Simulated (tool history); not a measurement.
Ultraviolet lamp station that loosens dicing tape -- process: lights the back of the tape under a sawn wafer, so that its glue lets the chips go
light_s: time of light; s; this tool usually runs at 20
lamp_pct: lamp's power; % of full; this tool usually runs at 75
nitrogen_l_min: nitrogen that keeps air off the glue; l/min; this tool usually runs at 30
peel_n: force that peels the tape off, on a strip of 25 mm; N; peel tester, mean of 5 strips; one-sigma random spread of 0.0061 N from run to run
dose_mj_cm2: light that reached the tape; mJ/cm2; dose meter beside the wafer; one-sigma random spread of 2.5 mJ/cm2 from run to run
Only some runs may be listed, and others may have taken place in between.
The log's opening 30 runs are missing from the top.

run	hour	light_s	lamp_pct	nitrogen_l_min	peel_n	dose_mj_cm2
31	213.6	30	75	10	0.187	423
32	220.5	30	75	10	0.198	421
33	227.7	23	89	20	0.138	387
34	236.9	16	94	52	0.13	282
35	243.4	20	84	54	0.101	318
36	251.4	24	72	26	0.136	332
37	259.4	24	97	20	0.104	439
38	265.2	24	97	20	0.111	437
39	273.1	24	97	20	0.113	441
40	277.5	24	97	20	0.111	445
41	287.1	24	97	20	0.101	445
42	295	12	93	30	0.36	216

Below are 3 alternative next runs, each starting from the tool's condition after run 42. Predict each:
A	304.8	20	92	38	?	?
B	304.8	22	72	13	?	?
C	304.8	14	62	14	?	?

run	peel_n	dose_mj_cm2
A	0.107	352
B	0.356	296
C	1.26	167
What these runs would have given with no unlogged condition in the tool:
run	peel_n	dose_mj_cm2
A	0.107	352
B	0.356	297
C	1.258	168

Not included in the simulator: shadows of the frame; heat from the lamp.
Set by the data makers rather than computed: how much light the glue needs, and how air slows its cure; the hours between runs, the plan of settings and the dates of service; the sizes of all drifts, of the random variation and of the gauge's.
